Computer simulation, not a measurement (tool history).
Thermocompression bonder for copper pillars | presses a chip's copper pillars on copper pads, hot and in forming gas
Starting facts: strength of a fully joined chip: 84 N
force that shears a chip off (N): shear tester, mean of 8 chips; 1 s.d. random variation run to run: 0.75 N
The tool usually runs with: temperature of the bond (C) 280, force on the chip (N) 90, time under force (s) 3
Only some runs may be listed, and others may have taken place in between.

run,hour,temperature of the bond (C),force on the chip (N),time under force (s),force that shears a chip off (N)
1,0.0,280,90,3,55.3
2,9.3,280,90,3,56.7
3,16.0,280,90,3,55.7
4,20.8,291,90,3,59.7
5,29.9,291,90,3,60.1
6,37.3,291,90,3,59.4
7,46.6,280,90,6,66.3
8,54.0,280,90,6,66.2
9,61.8,280,90,6,65.3
10,70.5,280,90,3,56.4
11,74.6,304,90,3,63.5
12,82.3,304,90,3,64.6
13,90.4,304,90,3,64.0
14,95.4,280,90,9,69.1
15,101.3,280,90,9,70.8
16,106.0,280,81,3,50.2
17,112.6,280,81,3,51.3
18,120.5,280,90,3,56.3
19,127.8,308,90,3,66.2
20,132.1,308,90,3,65.1
21,136.2,310,90,3,65.5
22,142.5,310,90,3,65.2
23,149.0,310,90,3,65.5
24,154.4,299,112,4,71.8
25,160.9,280,83,3,51.6
26,169.5,307,90,3,62.5
27,176.4,254,90,3,44.1
28,183.2,268,99,3,54.4
29,189.8,274,94,4,57.8
30,197.4,274,94,8,65.5
31,206.0,296,90,3,58.8
32,214.1,308,55,8,59.1
33,218.4,308,55,8,60.6
34,227.0,271,55,2,26.8
35,234.2,291,71,2,42.2
36,239.9,291,71,2,43.1
37,246.1,291,71,2,43.1
38,252.3,302,110,4,71.6
39,260.3,302,110,4,72.2

For some of the steps in force that shears a chip off (N) from one run to the next: how much would appear even if the tool had no hidden state, given the settings, what came in and random variation, and how much remains for the hidden state plus any gauge scatter that the measured result and the result without hidden state don't share?
Hidden state at play: true temperature of the bond over the reading, C; force that reaches the chip, % of what is set; oxide that the forming gas leaves, % of the face; drift of the gauge itself on shear_n, %.
Run 15 -> 16: force on the chip (N) 90 -> 81, time under force (s) 9 -> 3. force that shears a chip off (N) -20.6: hidden state +0.6, all else -21.2.
Run 24 -> 25: temperature of the bond (C) 299 -> 280, force on the chip (N) 112 -> 83, time under force (s) 4 -> 3. force that shears a chip off (N) -20.2: hidden state +0.8, all else -21.0.
Run 33 -> 34: temperature of the bond (C) 308 -> 271, time under force (s) 8 -> 2. force that shears a chip off (N) -33.8: hidden state +1.3, all else -35.1.
Run 37 -> 38: temperature of the bond (C) 291 -> 302, force on the chip (N) 71 -> 110, time under force (s) 2 -> 4. force that shears a chip off (N) +28.5: hidden state -1.6, all else +30.1.
